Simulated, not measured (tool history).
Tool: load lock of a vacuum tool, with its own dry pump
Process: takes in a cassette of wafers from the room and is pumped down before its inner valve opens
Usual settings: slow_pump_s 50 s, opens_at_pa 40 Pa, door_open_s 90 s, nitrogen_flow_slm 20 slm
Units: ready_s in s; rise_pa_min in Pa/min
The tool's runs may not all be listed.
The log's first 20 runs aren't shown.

| run | day | slow_pump_s | opens_at_pa | door_open_s | nitrogen_flow_slm | hours that the pump has run since its overhaul | times that the door has closed on its seal | incoming humidity of the room's air, % | ready_s | rise_pa_min |
|---|---|---|---|---|---|---|---|---|---|---|
| 21 | 332.696 | 69 | 40 | 111 | 11 | 14332 | 7642 | 43.1 | 129.5 | 0.071 |
| 22 | 348.812 | 44 | 56 | 31 | 11 | 14719 | 9419 | 44.8 | 108.6 | 0.081 |
| 23 | 368.208 | 27 | 40 | 90 | 20 | 15185 | 11557 | 45.6 | 101.9 | 0.111 |
| 24 | 389.05 | 63 | 47 | 53 | 11 | 15685 | 13855 | 45 | 124.8 | 0.141 |
| 25 | 412.992 | 34 | 47 | 32 | 36 | 16259 | 16494 | 45 | 105.4 | 0.171 |
| 26 | 427.762 | 50 | 79 | 90 | 20 | 16614 | 18123 | 44.7 | 111.7 | 0.2 |
| 27 | 441.158 | 37 | 79 | 90 | 10 | 16935 | 19600 | 45 | 102 | 0.235 |
| 28 | 450.867 | 50 | 75 | 90 | 9 | 17168 | 20670 | 45.7 | 111.9 | 0.242 |
| 29 | 472.004 | 50 | 75 | 90 | 9 | 17676 | 23000 | 43.1 | 112.7 | 0.293 |
|  | 487.679 | door's seal changed, seat wiped |
| 30 | 491.083 | 55 | 30 | 181 | 9 | 18132 | 375 | 44.6 | 127.6 | 0.025 |
| 31 | 513.925 | 55 | 30 | 181 | 9 | 18680 | 2893 | 47.7 | 128.3 | 0.047 |
| 32 | 531.475 | 50 | 48 | 136 | 26 | 19102 | 4828 | 44.9 | 120 | 0.043 |

4 ways to go on from here, each from the tool as it stands after run 32. What would each give?
| A | 541.404 | 40 | 40 | 116 | 4 | 19340 | 5923 | 47.3 | ? | ? |
| B | 541.404 | 41 | 48 | 217 | 33 | 19340 | 5923 | 47.3 | ? | ? |
| C | 541.404 | 50 | 47 | 136 | 26 | 19340 | 5923 | 43 | ? | ? |
| D | 541.404 | 70 | 48 | 136 | 12 | 19340 | 5923 | 47.1 | ? | ? |

| run | ready_s | rise_pa_min |
|---|---|---|
| A | 115.2 | 0.064 |
| B | 113.3 | 0.055 |
| C | 121 | 0.051 |
| D | 133 | 0.065 |
Without the tool's hidden state the same runs would have given:
| run | ready_s | rise_pa_min |
|---|---|---|
| A | 99 | 0.027 |
| B | 97.6 | 0.019 |
| C | 105.7 | 0.015 |
| D | 119.4 | 0.028 |

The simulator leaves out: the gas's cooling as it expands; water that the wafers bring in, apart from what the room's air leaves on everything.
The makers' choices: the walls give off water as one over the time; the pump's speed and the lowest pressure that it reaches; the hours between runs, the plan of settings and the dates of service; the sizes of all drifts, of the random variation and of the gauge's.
